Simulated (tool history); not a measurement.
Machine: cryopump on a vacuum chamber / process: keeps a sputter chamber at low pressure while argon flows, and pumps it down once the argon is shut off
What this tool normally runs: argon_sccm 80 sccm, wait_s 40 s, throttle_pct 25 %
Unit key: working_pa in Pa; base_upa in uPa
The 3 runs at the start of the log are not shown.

| run | hour | argon_sccm | wait_s | throttle_pct | working_pa | base_upa |
|---|---|---|---|---|---|---|
| 4 | 39.2 | 90 | 40 | 25 | 0.2633 | 0.60 |
| 5 | 56.9 | 90 | 40 | 25 | 0.2618 | 0.63 |
| 6 | 73.7 | 80 | 40 | 25 | 0.2353 | 0.63 |
| 7 | 86.9 | 80 | 40 | 39 | 0.1560 | 0.61 |
| 8 | 98.9 | 80 | 98 | 25 | 0.2398 | 0.43 |
| 9 | 113.3 | 80 | 98 | 25 | 0.2383 | 0.47 |
| 10 | 122.3 | 80 | 98 | 25 | 0.2377 | 0.46 |
| 11 | 140.0 | 80 | 98 | 25 | 0.2390 | 0.47 |
| 12 | 157.5 | 80 | 40 | 39 | 0.1633 | 0.70 |
| 13 | 167.0 | 80 | 40 | 25 | 0.2423 | 0.72 |
| 14 | 177.8 | 80 | 40 | 25 | 0.2428 | 0.71 |
| 15 | 197.3 | 80 | 40 | 25 | 0.2429 | 0.68 |
| 16 | 212.9 | 80 | 40 | 25 | 0.2443 | 0.75 |
| 17 | 224.4 | 80 | 40 | 25 | 0.2439 | 0.76 |
|  | 241.1 | pump warmed up, emptied and cooled again |
| 18 | 244.4 | 80 | 40 | 25 | 0.2216 | 0.63 |
| 19 | 257.0 | 114 | 127 | 31 | 0.2545 | 0.39 |
| 20 | 267.6 | 114 | 127 | 31 | 0.2568 | 0.41 |
| 21 | 281.4 | 114 | 127 | 31 | 0.2603 | 0.43 |
| 22 | 299.0 | 65 | 31 | 31 | 0.1461 | 0.73 |
| 23 | 316.4 | 65 | 31 | 31 | 0.1475 | 0.83 |
| 24 | 326.7 | 65 | 224 | 31 | 0.1488 | 0.38 |
| 25 | 341.4 | 80 | 27 | 25 | 0.2243 | 0.85 |
| 26 | 351.8 | 45 | 28 | 20 | 0.1589 | 0.86 |

What does the tool deliver on the next run?
| 27 | 360.5 | 71 | 49 | 15 | ? | ? |

Run 27 gave working_pa 0.3332 Pa, base_upa 0.61 uPa.
With the hidden condition absent and the run-to-run variation left alone, this run would have shown working_pa 0.3283 Pa, base_upa 0.39 uPa.
